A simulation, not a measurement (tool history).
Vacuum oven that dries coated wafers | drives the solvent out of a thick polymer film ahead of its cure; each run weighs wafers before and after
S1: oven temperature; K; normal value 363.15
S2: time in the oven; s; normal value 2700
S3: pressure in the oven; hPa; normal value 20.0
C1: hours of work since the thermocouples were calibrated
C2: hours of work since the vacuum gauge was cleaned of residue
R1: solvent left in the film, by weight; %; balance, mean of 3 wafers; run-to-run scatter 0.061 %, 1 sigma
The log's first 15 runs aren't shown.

run 16 hour=369.6 | S1=363.15 S2=2700 S3=20.0 | C1=105 C2=611 | R1=3.49
run 17 hour=397.3 | S1=363.15 S2=2700 S3=20.0 | C1=116 C2=623 | R1=3.35
run 18 hour=420.8 | S1=375.15 S2=2700 S3=20.0 | C1=126 C2=633 | R1=0.96
run 19 hour=452.6 | S1=375.15 S2=2700 S3=27.1 | C1=140 C2=647 | R1=0.92
run 20 hour=478.5 | S1=363.15 S2=2700 S3=20.0 | C1=151 C2=658 | R1=3.57
run 21 hour=507.5 | S1=363.15 S2=2700 S3=20.0 | C1=163 C2=670 | R1=3.45
run 22 hour=527.4 | S1=363.15 S2=2700 S3=16.5 | C1=172 C2=678 | R1=3.30
run 23 hour=548.6 | S1=363.15 S2=2700 S3=16.5 | C1=181 C2=687 | R1=3.33

Run 24, settings as shown, results not yet in. Your forecast:
run 24 hour=578.3 | S1=363.15 S2=2700 S3=16.5 | C1=193 C2=700 | R1=?

{"run 24": {"R1": 3.25}}
With the hidden condition absent and the run-to-run variation left alone, this run would have shown R1 3.32 %.
